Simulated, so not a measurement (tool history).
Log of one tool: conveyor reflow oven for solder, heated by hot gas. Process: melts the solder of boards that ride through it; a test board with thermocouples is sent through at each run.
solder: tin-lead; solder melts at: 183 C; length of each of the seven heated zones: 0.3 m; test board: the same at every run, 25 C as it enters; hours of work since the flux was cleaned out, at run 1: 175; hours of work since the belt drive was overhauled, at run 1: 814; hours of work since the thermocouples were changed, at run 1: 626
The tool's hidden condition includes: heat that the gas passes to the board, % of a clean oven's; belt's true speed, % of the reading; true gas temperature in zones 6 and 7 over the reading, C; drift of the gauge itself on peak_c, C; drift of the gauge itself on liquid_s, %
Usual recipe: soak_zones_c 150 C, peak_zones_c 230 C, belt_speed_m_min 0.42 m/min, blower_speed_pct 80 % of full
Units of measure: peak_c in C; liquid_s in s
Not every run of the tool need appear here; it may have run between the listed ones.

run	hour	soak_zones_c	peak_zones_c	belt_speed_m_min	blower_speed_pct	hours of work since the flux was cleaned out	hours of work since the belt drive was overhauled	hours of work since the thermocouples were changed	peak_c	liquid_s
1	0	150	230	0.42	80	175	814	626	215.4	68.6
2	88.9	150	230	0.42	80	217	855	668	215.2	68.2
3	182.7	150	230	0.42	80	260	899	712	214.3	67.5
4	242.3	150	230	0.367	80	288	927	739	217.7	81.7
5	307.9	150	230	0.42	80	319	957	770	213.9	67.4
# hour 351.6: flux residue cleaned out of gas plates and filters
6	406.3	150	222	0.42	80	25	1001	813	208.8	63.1
7	490.6	150	222	0.42	82	65	1040	853	208.6	63.6
# hour 544.2: belt drive overhauled, speed set with a stopwatch
8	560.2	150	222	0.42	82	95	7	883	208.6	61.5
9	650.8	150	222	0.42	82	138	50	925	208	61.9
10	703.9	150	222	0.42	82	162	74	950	208.4	61.7
11	762.7	150	227	0.42	80	190	102	978	211.7	64.7
12	817.4	150	227	0.42	80	215	127	1003	211.6	65.3
13	905.6	150	227	0.42	80	256	168	1044	211.6	64.2
14	1000.2	150	227	0.42	80	300	212	1088	210.6	63.5
# hour 1077.8: flux residue cleaned out of gas plates and filters
15	1077.8	150	227	0.42	80	0	246	1122	212.4	66.2
16	1132.1	155	223	0.42	72	25	272	1147	208.7	63.9
17	1179.4	161	222	0.443	50	47	294	1169	200.3	50.3
18	1245.7	150	231	0.42	80	78	324	1200	215.6	68.3
19	1322.9	150	231	0.42	56	114	360	1236	207.8	59.2
20	1398	150	230	0.42	75	149	395	1271	212.6	66.3
# hour 1451.9: thermocouples of zones 6 and 7 changed
21	1481.3	150	225	0.42	80	187	433	14	211.7	65.1
22	1533.9	138	243	0.416	74	212	458	38	224.1	70.4
23	1575.2	140	233	0.42	80	231	477	57	217	65.4
24	1630.5	140	232	0.42	80	257	503	83	214.8	64.2
25	1699.2	150	230	0.42	55	289	535	115	207.4	59.3

Forecast each of these 5 alternatives for the next run:
A	1762.2	144	225	0.42	55	318	564	145	?	?
B	1762.2	150	241	0.42	80	318	564	145	?	?
C	1762.2	150	230	0.446	76	318	564	145	?	?
D	1762.2	150	228	0.495	80	318	564	145	?	?
E	1762.2	150	222	0.42	90	318	564	145	?	?

run	peak_c	liquid_s
A	202.9	47.9
B	224.3	75.5
C	213	61.1
D	208.6	50.1
E	209.8	63.1
Without the tool's unlogged condition, the same runs would have read:
run	peak_c	liquid_s
A	205.8	52.5
B	227.8	77.6
C	216.3	64.4
D	212.2	54
E	212.8	66.5

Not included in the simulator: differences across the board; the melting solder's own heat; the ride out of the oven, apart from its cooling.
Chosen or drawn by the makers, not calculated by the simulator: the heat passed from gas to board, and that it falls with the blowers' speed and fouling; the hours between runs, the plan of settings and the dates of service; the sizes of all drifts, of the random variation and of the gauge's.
